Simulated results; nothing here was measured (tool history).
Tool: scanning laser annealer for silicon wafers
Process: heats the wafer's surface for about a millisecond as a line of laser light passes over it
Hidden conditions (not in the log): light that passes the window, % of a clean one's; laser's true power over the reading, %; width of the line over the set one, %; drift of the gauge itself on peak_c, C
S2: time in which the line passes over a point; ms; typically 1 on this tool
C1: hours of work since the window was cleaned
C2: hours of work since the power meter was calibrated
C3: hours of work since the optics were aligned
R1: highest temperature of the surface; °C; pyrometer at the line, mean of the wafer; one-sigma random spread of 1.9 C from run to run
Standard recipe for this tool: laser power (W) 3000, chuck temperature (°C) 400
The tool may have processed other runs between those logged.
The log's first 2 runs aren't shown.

run 3 hour=53.2 | laser_power_(W)=3000 S2=1.04 chuck_temperature_(°C)=400 | C1=584 C2=229 C3=1137 | R1=1144
run 4 hour=72 | laser_power_(W)=3000 S2=1.04 chuck_temperature_(°C)=400 | C1=597 C2=242 C3=1150 | R1=1141
run 5 hour=107 | laser_power_(W)=3000 S2=1 chuck_temperature_(°C)=400 | C1=621 C2=266 C3=1174 | R1=1127
run 6 hour=129.5 | laser_power_(W)=3000 S2=1 chuck_temperature_(°C)=400 | C1=637 C2=281 C3=1190 | R1=1128
run 7 hour=147.6 | laser_power_(W)=3000 S2=1 chuck_temperature_(°C)=400 | C1=649 C2=294 C3=1202 | R1=1124
-- hour=178.1 optics aligned, line set to its width
run 8 hour=180.6 | laser_power_(W)=3000 S2=1 chuck_temperature_(°C)=400 | C1=669 C2=313 C3=2 | R1=1128
run 9 hour=218.6 | laser_power_(W)=3000 S2=1 chuck_temperature_(°C)=400 | C1=695 C2=339 C3=28 | R1=1128
run 10 hour=245.8 | laser_power_(W)=3000 S2=1 chuck_temperature_(°C)=400 | C1=713 C2=358 C3=47 | R1=1126
run 11 hour=286 | laser_power_(W)=3000 S2=1 chuck_temperature_(°C)=400 | C1=741 C2=386 C3=74 | R1=1123
run 12 hour=328.4 | laser_power_(W)=3000 S2=1 chuck_temperature_(°C)=364 | C1=770 C2=415 C3=103 | R1=1092
-- hour=359.8 window over the wafer cleaned
run 13 hour=369.4 | laser_power_(W)=3000 S2=1 chuck_temperature_(°C)=364 | C1=7 C2=442 C3=130 | R1=1132
run 14 hour=390.7 | laser_power_(W)=3000 S2=1 chuck_temperature_(°C)=364 | C1=21 C2=456 C3=145 | R1=1130
run 15 hour=410.9 | laser_power_(W)=3000 S2=1 chuck_temperature_(°C)=364 | C1=35 C2=470 C3=159 | R1=1128
run 16 hour=440.6 | laser_power_(W)=3000 S2=1 chuck_temperature_(°C)=400 | C1=56 C2=491 C3=179 | R1=1161
run 17 hour=458.5 | laser_power_(W)=3000 S2=1 chuck_temperature_(°C)=400 | C1=68 C2=503 C3=192 | R1=1163
run 18 hour=500.9 | laser_power_(W)=3205 S2=0.91 chuck_temperature_(°C)=370 | C1=97 C2=532 C3=221 | R1=1152
run 19 hour=533.4 | laser_power_(W)=2765 S2=0.77 chuck_temperature_(°C)=416 | C1=120 C2=555 C3=243 | R1=1042
run 20 hour=572.3 | laser_power_(W)=3149 S2=0.83 chuck_temperature_(°C)=411 | C1=146 C2=581 C3=270 | R1=1144
run 21 hour=614.6 | laser_power_(W)=3149 S2=0.83 chuck_temperature_(°C)=411 | C1=176 C2=610 C3=299 | R1=1144
run 22 hour=654.8 | laser_power_(W)=3241 S2=0.86 chuck_temperature_(°C)=361 | C1=203 C2=638 C3=327 | R1=1128
run 23 hour=684.6 | laser_power_(W)=3273 S2=1 chuck_temperature_(°C)=413 | C1=224 C2=659 C3=347 | R1=1234
run 24 hour=721.4 | laser_power_(W)=3000 S2=1.12 chuck_temperature_(°C)=422 | C1=249 C2=684 C3=373 | R1=1212
run 25 hour=742.4 | laser_power_(W)=3000 S2=0.88 chuck_temperature_(°C)=387 | C1=264 C2=699 C3=387 | R1=1098
run 26 hour=763.3 | laser_power_(W)=3000 S2=0.9 chuck_temperature_(°C)=432 | C1=278 C2=713 C3=402 | R1=1147

Expected results for the next run?
run 27 hour=796.7 | laser_power_(W)=3000 S2=0.88 chuck_temperature_(°C)=404 | C1=301 C2=736 C3=425 | R1=?

Run 27 measured R1 1113 °C.
With the hidden condition absent and the run-to-run variation left alone, this run would have shown R1 1136 °C.
